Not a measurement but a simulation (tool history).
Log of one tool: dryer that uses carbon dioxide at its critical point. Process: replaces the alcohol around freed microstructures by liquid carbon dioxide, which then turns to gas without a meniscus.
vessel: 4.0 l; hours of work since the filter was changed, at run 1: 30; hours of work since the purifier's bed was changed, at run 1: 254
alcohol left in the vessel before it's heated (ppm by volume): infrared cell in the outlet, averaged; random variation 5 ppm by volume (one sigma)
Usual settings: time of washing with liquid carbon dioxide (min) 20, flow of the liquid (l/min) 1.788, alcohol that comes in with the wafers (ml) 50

| run | hour | time of washing with liquid carbon dioxide (min) | flow of the liquid (l/min) | alcohol that comes in with the wafers (ml) | hours of work since the filter was changed | hours of work since the purifier's bed was changed | alcohol left in the vessel before it's heated (ppm by volume) |
|---|---|---|---|---|---|---|---|
| 1 | 0 | 20 | 1.788 | 50 | 30 | 254 | 69 |
| 2 | 6.2 | 20 | 1.788 | 50 | 34 | 257 | 79 |
| 3 | 16.6 | 20 | 2.79 | 50 | 40 | 264 | 45 |
| 4 | 24.4 | 20 | 2.79 | 50 | 45 | 269 | 50 |
| 5 | 34 | 20 | 2.79 | 50 | 51 | 275 | 50 |
| 6 | 41.7 | 20 | 1.788 | 93 | 56 | 280 | 93 |
| 7 | 49.6 | 20 | 1.788 | 93 | 61 | 285 | 99 |
| 8 | 56 | 20 | 1.29 | 93 | 65 | 289 | 352 |
| 9 | 60.5 | 20 | 1.29 | 93 | 68 | 292 | 348 |
| 10 | 71.1 | 20 | 1.29 | 93 | 75 | 299 | 354 |
| 11 | 76.1 | 20 | 1.29 | 93 | 78 | 302 | 352 |
| 12 | 85.7 | 20 | 1.788 | 50 | 84 | 308 | 76 |
| 13 | 94.7 | 20 | 1.788 | 50 | 90 | 313 | 76 |
| 14 | 101.2 | 20 | 1.788 | 50 | 94 | 318 | 83 |
| 15 | 110.4 | 20 | 1.788 | 50 | 100 | 323 | 77 |
| 16 | 117.4 | 20 | 1.788 | 21 | 104 | 328 | 60 |
| 17 | 122.6 | 20 | 1.788 | 21 | 107 | 331 | 67 |
| 18 | 133.2 | 15 | 1.788 | 50 | 114 | 338 | 190 |
| 19 | 140.6 | 15 | 1.26 | 50 | 119 | 343 | 622 |
| 20 | 150.3 | 20 | 1.788 | 23 | 125 | 349 | 76 |
| 21 | 160.4 | 13 | 3.03 | 38 | 131 | 355 | 64 |
| 22 | 165.4 | 13 | 3.03 | 38 | 135 | 358 | 66 |
| 23 | 172.6 | 20 | 2.93 | 50 | 139 | 363 | 59 |
| 24 | 180.2 | 20 | 2.01 | 50 | 144 | 368 | 74 |
| 25 | 185.1 | 20 | 2.01 | 50 | 147 | 371 | 68 |
| 26 | 192.9 | 26 | 1.63 | 25 | 152 | 376 | 66 |
| 27 | 202.2 | 26 | 1.63 | 25 | 158 | 382 | 68 |
| 28 | 206.6 | 28 | 2.6 | 50 | 161 | 384 | 58 |
| 29 | 216 | 26 | 2.6 | 50 | 167 | 390 | 63 |
| 30 | 221 | 20 | 1.788 | 36 | 170 | 394 | 92 |
| 31 | 230 | 21 | 1.788 | 50 | 176 | 399 | 87 |
| 32 | 238.5 | 20 | 1.75 | 50 | 181 | 405 | 105 |
| 33 | 243.4 | 20 | 1.788 | 72 | 184 | 408 | 107 |
| 34 | 253.7 | 22 | 1.788 | 62 | 191 | 414 | 91 |
| 35 | 264.3 | 20 | 1.788 | 52 | 197 | 421 | 99 |
| 36 | 273.9 | 16 | 1.788 | 24 | 203 | 427 | 126 |
| 37 | 284.2 | 16 | 1.788 | 117 | 210 | 434 | 345 |
| 38 | 294.3 | 16 | 1.788 | 46 | 216 | 440 | 179 |
| 39 | 300.8 | 27 | 2.26 | 105 | 220 | 444 | 74 |
| 40 | 308.6 | 20 | 1.49 | 83 | 225 | 449 | 245 |

Hidden state or all else? Some run-to-run changes of alcohol left in the vessel before it's heated (ppm by volume), split into what the settings, what came in and random variation would give without the hidden state, and what is left for the hidden state (with any gauge scatter that isn't in both results):
The hidden state here: flow that reaches the vessel past the clogged filter, %; alcohol in the recycled carbon dioxide, ppm; drift of the gauge itself on alcohol_ppm, %.
Run 11 -> 12: flow of the liquid (l/min) 1.29 -> 1.788, alcohol that comes in with the wafers (ml) 93 -> 50. alcohol left in the vessel before it's heated (ppm by volume) -276: hidden state -36, all else -240.
Run 18 -> 19: flow of the liquid (l/min) 1.788 -> 1.26. alcohol left in the vessel before it's heated (ppm by volume) +432: hidden state +61, all else +371.
Run 19 -> 20: time of washing with liquid carbon dioxide (min) 15 -> 20, flow of the liquid (l/min) 1.26 -> 1.788, alcohol that comes in with the wafers (ml) 50 -> 23. alcohol left in the vessel before it's heated (ppm by volume) -546: hidden state -83, all else -463.
Run 36 -> 37: alcohol that comes in with the wafers (ml) 24 -> 117. alcohol left in the vessel before it's heated (ppm by volume) +219: hidden state +81, all else +138.
Run 39 -> 40: time of washing with liquid carbon dioxide (min) 27 -> 20, flow of the liquid (l/min) 2.26 -> 1.49, alcohol that comes in with the wafers (ml) 105 -> 83. alcohol left in the vessel before it's heated (ppm by volume) +171: hidden state +69, all else +102.
